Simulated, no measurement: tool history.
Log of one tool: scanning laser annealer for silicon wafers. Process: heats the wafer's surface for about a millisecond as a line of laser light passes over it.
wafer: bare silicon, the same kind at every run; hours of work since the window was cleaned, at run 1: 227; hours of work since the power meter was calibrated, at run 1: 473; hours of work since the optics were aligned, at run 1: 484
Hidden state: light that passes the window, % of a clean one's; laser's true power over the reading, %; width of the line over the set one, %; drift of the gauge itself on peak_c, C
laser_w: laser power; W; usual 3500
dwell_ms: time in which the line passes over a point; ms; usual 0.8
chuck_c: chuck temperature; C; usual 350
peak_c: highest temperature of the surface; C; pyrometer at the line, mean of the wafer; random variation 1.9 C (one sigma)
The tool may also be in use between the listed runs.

run	hour	laser_w	dwell_ms	chuck_c	hours of work since the window was cleaned	hours of work since the power meter was calibrated	hours of work since the optics were aligned	peak_c
1	0	3500	0.8	350	227	473	484	1173
2	27.4	3500	0.8	350	240	485	497	1170
3	44.9	3500	0.8	350	248	493	504	1173
4	63	3500	0.8	350	256	501	513	1168
5	91.1	3500	0.8	350	268	514	525	1168
6	113.1	3500	0.8	350	278	524	535	1170
7	139.4	3500	0.8	350	290	536	547	1168
8	151.5	3500	0.8	350	295	541	552	1166
9	170.9	3500	0.8	350	304	550	561	1164
10	184.3	3500	0.8	350	310	556	567	1168
11	210.7	3500	0.8	350	322	568	579	1166
12	235.6	3618	0.8	350	333	579	590	1193
13	259.6	3618	0.8	350	344	590	601	1191
14	274.8	3308	0.791	350	351	597	608	1118
# hour 280.1: laser's power meter calibrated
15	303.5	2978	0.791	340	362	11	619	1039
16	329.3	3016	0.791	340	374	22	631	1046
# hour 349.5: laser's power meter calibrated, once more
17	351.2	3016	0.791	340	383	1	639	1051
18	363.9	3318	0.578	375	388	6	645	1035
19	390.5	3729	0.829	333	400	18	657	1218
20	418.4	3729	0.829	333	413	31	670	1211
21	434.3	3729	0.829	333	420	38	677	1215

Measured less the same run without the tool's hidden state. The same run-to-run variation is in both; the gauge's scatter may not be:
run	peak_c
1	-15
2	-15
3	-16
4	-16
5	-16
6	-17
7	-17
8	-18
9	-18
10	-19
11	-19
12	-20
13	-20
14	-19
15	-19
16	-19
17	-17
18	-16
19	-21
20	-22
21	-22
